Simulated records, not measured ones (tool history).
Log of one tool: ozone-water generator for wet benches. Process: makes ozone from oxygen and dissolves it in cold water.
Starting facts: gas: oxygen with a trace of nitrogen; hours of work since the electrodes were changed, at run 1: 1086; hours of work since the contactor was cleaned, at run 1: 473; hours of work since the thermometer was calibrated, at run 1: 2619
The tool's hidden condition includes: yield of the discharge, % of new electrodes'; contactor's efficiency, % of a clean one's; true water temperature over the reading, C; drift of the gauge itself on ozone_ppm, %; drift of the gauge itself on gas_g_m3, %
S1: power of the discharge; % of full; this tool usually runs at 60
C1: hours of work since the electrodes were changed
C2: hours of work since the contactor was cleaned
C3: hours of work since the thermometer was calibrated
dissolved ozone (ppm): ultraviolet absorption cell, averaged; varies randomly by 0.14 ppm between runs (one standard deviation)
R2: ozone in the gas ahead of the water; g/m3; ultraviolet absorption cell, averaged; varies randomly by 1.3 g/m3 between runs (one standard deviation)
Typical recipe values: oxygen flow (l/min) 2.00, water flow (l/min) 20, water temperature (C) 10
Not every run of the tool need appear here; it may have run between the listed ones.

run 1 hour=0.0 | S1=60 oxygen_flow_(l/min)=2.00 water_flow_(l/min)=20 water_temperature_(C)=10 | C1=1086 C2=473 C3=2619 | dissolved_ozone_(ppm)=14.9 R2=235.9
run 2 hour=13.7 | S1=60 oxygen_flow_(l/min)=2.00 water_flow_(l/min)=18 water_temperature_(C)=10 | C1=1100 C2=487 C3=2632 | dissolved_ozone_(ppm)=16.3 R2=235.9
run 3 hour=42.1 | S1=60 oxygen_flow_(l/min)=2.00 water_flow_(l/min)=18 water_temperature_(C)=10 | C1=1128 C2=515 C3=2661 | dissolved_ozone_(ppm)=16.6 R2=236.2
run 4 hour=55.8 | S1=45 oxygen_flow_(l/min)=2.00 water_flow_(l/min)=18 water_temperature_(C)=10 | C1=1142 C2=529 C3=2674 | dissolved_ozone_(ppm)=13.5 R2=192.8
run 5 hour=75.9 | S1=45 oxygen_flow_(l/min)=2.00 water_flow_(l/min)=18 water_temperature_(C)=10 | C1=1162 C2=549 C3=2695 | dissolved_ozone_(ppm)=13.5 R2=193.3
run 6 hour=94.0 | S1=45 oxygen_flow_(l/min)=2.00 water_flow_(l/min)=18 water_temperature_(C)=10 | C1=1180 C2=567 C3=2713 | dissolved_ozone_(ppm)=13.5 R2=193.8
run 7 hour=107.3 | S1=45 oxygen_flow_(l/min)=2.00 water_flow_(l/min)=18 water_temperature_(C)=10 | C1=1193 C2=580 C3=2726 | dissolved_ozone_(ppm)=13.3 R2=192.1
run 8 hour=137.3 | S1=45 oxygen_flow_(l/min)=2.00 water_flow_(l/min)=18 water_temperature_(C)=10 | C1=1223 C2=610 C3=2756 | dissolved_ozone_(ppm)=13.4 R2=191.3
run 9 hour=165.6 | S1=45 oxygen_flow_(l/min)=2.00 water_flow_(l/min)=18 water_temperature_(C)=10 | C1=1251 C2=639 C3=2784 | dissolved_ozone_(ppm)=13.5 R2=192.2
run 10 hour=182.6 | S1=86 oxygen_flow_(l/min)=2.06 water_flow_(l/min)=21 water_temperature_(C)=16 | C1=1268 C2=656 C3=2801 | dissolved_ozone_(ppm)=17.3 R2=289.6
run 11 hour=211.5 | S1=86 oxygen_flow_(l/min)=1.83 water_flow_(l/min)=21 water_temperature_(C)=9 | C1=1297 C2=684 C3=2830 | dissolved_ozone_(ppm)=17.0 R2=306.2
run 12 hour=235.2 | S1=62 oxygen_flow_(l/min)=1.34 water_flow_(l/min)=20 water_temperature_(C)=10 | C1=1321 C2=708 C3=2853 | dissolved_ozone_(ppm)=12.9 R2=282.1
run 13 hour=262.3 | S1=50 oxygen_flow_(l/min)=2.00 water_flow_(l/min)=14 water_temperature_(C)=15 | C1=1348 C2=735 C3=2881 | dissolved_ozone_(ppm)=17.2 R2=207.6
run 14 hour=287.0 | S1=50 oxygen_flow_(l/min)=2.00 water_flow_(l/min)=14 water_temperature_(C)=15 | C1=1372 C2=760 C3=2905 | dissolved_ozone_(ppm)=17.3 R2=205.9

Run 15 is up next; what results do you expect?
run 15 hour=300.4 | S1=94 oxygen_flow_(l/min)=1.45 water_flow_(l/min)=23 water_temperature_(C)=8 | C1=1386 C2=773 C3=2919 | dissolved_ozone_(ppm)=? R2=?

{"run 15": {"dissolved ozone (ppm)": 15.0, "R2": 360.1}}
The same run, on a tool lacking any hidden state, would have yielded dissolved ozone (ppm) 16.4, R2 385.2 g/m3.

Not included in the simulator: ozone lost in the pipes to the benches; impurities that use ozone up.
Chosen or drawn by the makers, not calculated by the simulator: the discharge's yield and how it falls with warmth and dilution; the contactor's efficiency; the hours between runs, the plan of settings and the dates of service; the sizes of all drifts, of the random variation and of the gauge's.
